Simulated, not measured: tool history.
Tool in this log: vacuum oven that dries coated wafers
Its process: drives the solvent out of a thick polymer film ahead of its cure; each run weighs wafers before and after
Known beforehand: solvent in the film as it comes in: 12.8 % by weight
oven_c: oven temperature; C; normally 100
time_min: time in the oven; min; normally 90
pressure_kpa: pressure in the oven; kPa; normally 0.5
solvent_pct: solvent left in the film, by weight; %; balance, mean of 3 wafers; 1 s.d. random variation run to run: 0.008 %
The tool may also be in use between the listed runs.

run   hour  oven_c  time_min  pressure_kpa  solvent_pct
  1      0     100        90           0.5        0.812
  2   15.6     100        67           0.5        1.451
  3   24.5     100        67           0.5        1.441
  4   36.1     100        67           0.5        1.446
  5   48.6     100        67           0.5        1.455
  6   59.1     100        67           0.5        1.447
  7   65.6     100        67           0.5        1.455
  8     78     100        67           0.5        1.457
  9   92.7     100        67           0.5        1.449
 10   99.8     100        67         0.269        1.369
 11  106.4     100        90         0.523         0.83
 12  113.6     100        90         0.523        0.831
 13  121.6     100        90           0.5        0.815
 14    130     100        46           0.5        2.595
 15  139.2     109        46           0.5        0.978
 16  147.4     100        90           0.5        0.823
 17  156.1     100        90           0.5        0.813
 18  165.7     100        90           0.5        0.808
 19  178.8     100        90          0.64        0.875
 20  186.6     100        90          0.64         0.86
 21  199.5     100        90          0.64        0.876
 22  211.6      96        90           0.5        1.374
 23  221.4      96        90           0.5        1.349
 24  234.8     104       132          1.35        0.553
 25  248.8     104       132          1.35        0.575
 26    257      87        90           0.5        3.316
 27  269.4      98        90         1.022         1.28
 28  279.1      95        79           0.5        1.896
 29  292.5     111       128         1.555        0.484
 30  299.3     100       106         0.547          0.6
 31  305.6      87        55         0.574        5.151
 32    316      87        55         0.574        5.131
 33  330.8      87        55         0.574        5.147
 34  337.6     100        90         0.543        0.823
 35  345.4      98        46         1.181        3.271
 36  353.9     104        47         0.339         1.63
 37    363     100        98         0.423        0.636
 38  372.9     100       154         0.362         0.25
 39  386.2     111       126         0.685        0.218
 40  396.4     110       107           0.5        0.183
 41  404.1     110       107           0.5          0.2
 42  414.6     100        90         0.405        0.774
 43  421.4     114       128         0.856        0.241
 44  433.8     107        90         0.355        0.282
       443  -- oven's thermocouples calibrated
 45  443.5     107        90         0.355        0.336

3 ways to go on from here, each from the tool as it stands after run 45. What would each give?
  A  457.1     104       105           0.5            ?
  B  457.1      99        90         1.826            ?
  C  457.1      95        90           0.5            ?

run  solvent_pct
  A        0.423
  B        1.662
  C        1.772
Had the tool no hidden state, the same runs would have come out as:
run  solvent_pct
  A        0.419
  B        1.702
  C        1.827
